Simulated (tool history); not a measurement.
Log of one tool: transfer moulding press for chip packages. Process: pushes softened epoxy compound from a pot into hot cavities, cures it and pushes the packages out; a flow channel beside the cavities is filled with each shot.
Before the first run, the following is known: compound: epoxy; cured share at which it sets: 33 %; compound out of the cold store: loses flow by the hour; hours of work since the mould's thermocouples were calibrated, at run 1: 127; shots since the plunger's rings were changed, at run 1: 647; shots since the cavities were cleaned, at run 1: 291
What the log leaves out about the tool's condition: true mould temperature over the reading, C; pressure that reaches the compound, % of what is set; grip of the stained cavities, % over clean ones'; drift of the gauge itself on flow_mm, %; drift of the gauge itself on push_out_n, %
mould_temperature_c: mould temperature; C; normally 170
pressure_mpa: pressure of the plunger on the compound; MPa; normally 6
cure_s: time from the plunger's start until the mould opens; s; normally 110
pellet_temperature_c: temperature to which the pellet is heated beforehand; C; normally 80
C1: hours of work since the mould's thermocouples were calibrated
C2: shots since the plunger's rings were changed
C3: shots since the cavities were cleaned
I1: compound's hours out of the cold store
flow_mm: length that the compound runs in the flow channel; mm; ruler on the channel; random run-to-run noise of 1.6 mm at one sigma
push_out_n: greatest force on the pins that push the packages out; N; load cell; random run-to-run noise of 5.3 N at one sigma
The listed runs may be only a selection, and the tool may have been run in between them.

run 1 hour=0 | mould_temperature_c=170 pressure_mpa=6 cure_s=110 pellet_temperature_c=80 | C1=127 C2=647 C3=291 | I1=17.2 | flow_mm=707 push_out_n=236
run 2 hour=7.9 | mould_temperature_c=170 pressure_mpa=6 cure_s=110 pellet_temperature_c=80 | C1=133 C2=745 C3=389 | I1=36.3 | flow_mm=638 push_out_n=236
-- hour=16.7 cavities cleaned with cleaning compound and waxed
run 3 hour=20.5 | mould_temperature_c=175 pressure_mpa=6 cure_s=110 pellet_temperature_c=80 | C1=142 C2=882 C3=47 | I1=45.6 | flow_mm=594 push_out_n=257
run 4 hour=27.9 | mould_temperature_c=175 pressure_mpa=6 cure_s=110 pellet_temperature_c=80 | C1=148 C2=974 C3=139 | I1=39.1 | flow_mm=616 push_out_n=269
run 5 hour=39 | mould_temperature_c=175 pressure_mpa=6 cure_s=110 pellet_temperature_c=80 | C1=157 C2=1112 C3=277 | I1=27 | flow_mm=654 push_out_n=257
-- hour=41.5 cavities cleaned with cleaning compound and waxed, once more
run 6 hour=50.3 | mould_temperature_c=176 pressure_mpa=6 cure_s=110 pellet_temperature_c=80 | C1=164 C2=1233 C3=109 | I1=41.6 | flow_mm=602 push_out_n=202
run 7 hour=57.6 | mould_temperature_c=176 pressure_mpa=6 cure_s=110 pellet_temperature_c=80 | C1=170 C2=1323 C3=199 | I1=9 | flow_mm=714 push_out_n=214
run 8 hour=65.7 | mould_temperature_c=176 pressure_mpa=6 cure_s=110 pellet_temperature_c=80 | C1=176 C2=1423 C3=299 | I1=32.6 | flow_mm=630 push_out_n=234
run 9 hour=73.3 | mould_temperature_c=176 pressure_mpa=6 cure_s=110 pellet_temperature_c=80 | C1=182 C2=1517 C3=393 | I1=17 | flow_mm=681 push_out_n=235
-- hour=81.6 cavities cleaned with cleaning compound and waxed
run 10 hour=84.2 | mould_temperature_c=170 pressure_mpa=6 cure_s=110 pellet_temperature_c=70 | C1=189 C2=1634 C3=33 | I1=21.9 | flow_mm=683 push_out_n=188
run 11 hour=93.7 | mould_temperature_c=170 pressure_mpa=6 cure_s=99 pellet_temperature_c=70 | C1=197 C2=1750 C3=149 | I1=46 | flow_mm=604 push_out_n=223
run 12 hour=104.6 | mould_temperature_c=170 pressure_mpa=6 cure_s=110 pellet_temperature_c=80 | C1=205 C2=1885 C3=284 | I1=25.5 | flow_mm=667 push_out_n=242
run 13 hour=112.2 | mould_temperature_c=170 pressure_mpa=6 cure_s=110 pellet_temperature_c=80 | C1=211 C2=1979 C3=378 | I1=29.5 | flow_mm=653 push_out_n=234
run 14 hour=117.2 | mould_temperature_c=170 pressure_mpa=6 cure_s=110 pellet_temperature_c=80 | C1=215 C2=2042 C3=441 | I1=11.3 | flow_mm=718 push_out_n=255
-- hour=121.8 cavities cleaned with cleaning compound and waxed
run 15 hour=128.2 | mould_temperature_c=170 pressure_mpa=6 cure_s=110 pellet_temperature_c=80 | C1=223 C2=2158 C3=78 | I1=39.3 | flow_mm=619 push_out_n=186
run 16 hour=134 | mould_temperature_c=170 pressure_mpa=6 cure_s=110 pellet_temperature_c=80 | C1=227 C2=2230 C3=150 | I1=45.5 | flow_mm=599 push_out_n=207
run 17 hour=140.8 | mould_temperature_c=174 pressure_mpa=6.31 cure_s=114 pellet_temperature_c=80 | C1=232 C2=2314 C3=234 | I1=23.5 | flow_mm=676 push_out_n=213
run 18 hour=146.7 | mould_temperature_c=173 pressure_mpa=4.83 cure_s=100 pellet_temperature_c=80 | C1=237 C2=2387 C3=307 | I1=39.9 | flow_mm=544 push_out_n=235
run 19 hour=151.5 | mould_temperature_c=175 pressure_mpa=6 cure_s=93 pellet_temperature_c=83 | C1=241 C2=2447 C3=367 | I1=21.9 | flow_mm=660 push_out_n=231
run 20 hour=159.3 | mould_temperature_c=175 pressure_mpa=6 cure_s=93 pellet_temperature_c=83 | C1=247 C2=2543 C3=463 | I1=31.2 | flow_mm=632 push_out_n=249
-- hour=161.8 cavities cleaned with cleaning compound and waxed
run 21 hour=171 | mould_temperature_c=175 pressure_mpa=6 cure_s=93 pellet_temperature_c=83 | C1=255 C2=2670 C3=114 | I1=16.3 | flow_mm=680 push_out_n=203
run 22 hour=180 | mould_temperature_c=168 pressure_mpa=7.13 cure_s=98 pellet_temperature_c=86 | C1=262 C2=2781 C3=225 | I1=19 | flow_mm=749 push_out_n=276
run 23 hour=190.6 | mould_temperature_c=170 pressure_mpa=6 cure_s=94 pellet_temperature_c=80 | C1=270 C2=2912 C3=356 | I1=38.2 | flow_mm=620 push_out_n=286
run 24 hour=198.6 | mould_temperature_c=170 pressure_mpa=6 cure_s=94 pellet_temperature_c=80 | C1=276 C2=3011 C3=455 | I1=33.8 | flow_mm=631 push_out_n=294
-- hour=202.6 cavities cleaned with cleaning compound and waxed
run 25 hour=206.8 | mould_temperature_c=164 pressure_mpa=6.87 cure_s=134 pellet_temperature_c=85 | C1=281 C2=3094 C3=52 | I1=27.6 | flow_mm=717 push_out_n=185
-- hour=220.6 plunger's sealing rings changed
run 26 hour=220.6 | mould_temperature_c=164 pressure_mpa=6.51 cure_s=94 pellet_temperature_c=72 | C1=290 C2=0 C3=192 | I1=28.9 | flow_mm=714 push_out_n=371
run 27 hour=225.7 | mould_temperature_c=170 pressure_mpa=7.27 cure_s=110 pellet_temperature_c=88 | C1=294 C2=63 C3=255 | I1=43.8 | flow_mm=678 push_out_n=226
run 28 hour=237 | mould_temperature_c=170 pressure_mpa=7.27 cure_s=110 pellet_temperature_c=88 | C1=303 C2=203 C3=395 | I1=9.5 | flow_mm=813 push_out_n=247
run 29 hour=242.1 | mould_temperature_c=176 pressure_mpa=6 cure_s=110 pellet_temperature_c=90 | C1=307 C2=266 C3=458 | I1=11.8 | flow_mm=706 push_out_n=235

What if the next run were any one of these 3? Each begins from the tool's condition after run 29:
-- hour=245.8 cavities cleaned with cleaning compound and waxed
run A hour=252.5 | mould_temperature_c=170 pressure_mpa=5.08 cure_s=110 pellet_temperature_c=82 | C1=314 C2=376 C3=83 | I1=46.3 | flow_mm=? push_out_n=?
-- hour=245.8 cavities cleaned with cleaning compound and waxed
run B hour=252.5 | mould_temperature_c=171 pressure_mpa=6.52 cure_s=110 pellet_temperature_c=80 | C1=314 C2=376 C3=83 | I1=19.7 | flow_mm=? push_out_n=?
-- hour=245.8 cavities cleaned with cleaning compound and waxed
run C hour=252.5 | mould_temperature_c=176 pressure_mpa=6 cure_s=97 pellet_temperature_c=90 | C1=314 C2=376 C3=83 | I1=10.7 | flow_mm=? push_out_n=?

run=A flow_mm=559 push_out_n=198
run=B flow_mm=722 push_out_n=196
run=C flow_mm=710 push_out_n=195
What these runs would have given with no unlogged condition in the tool:
run=A flow_mm=563 push_out_n=174
run=B flow_mm=727 push_out_n=173
run=C flow_mm=715 push_out_n=171
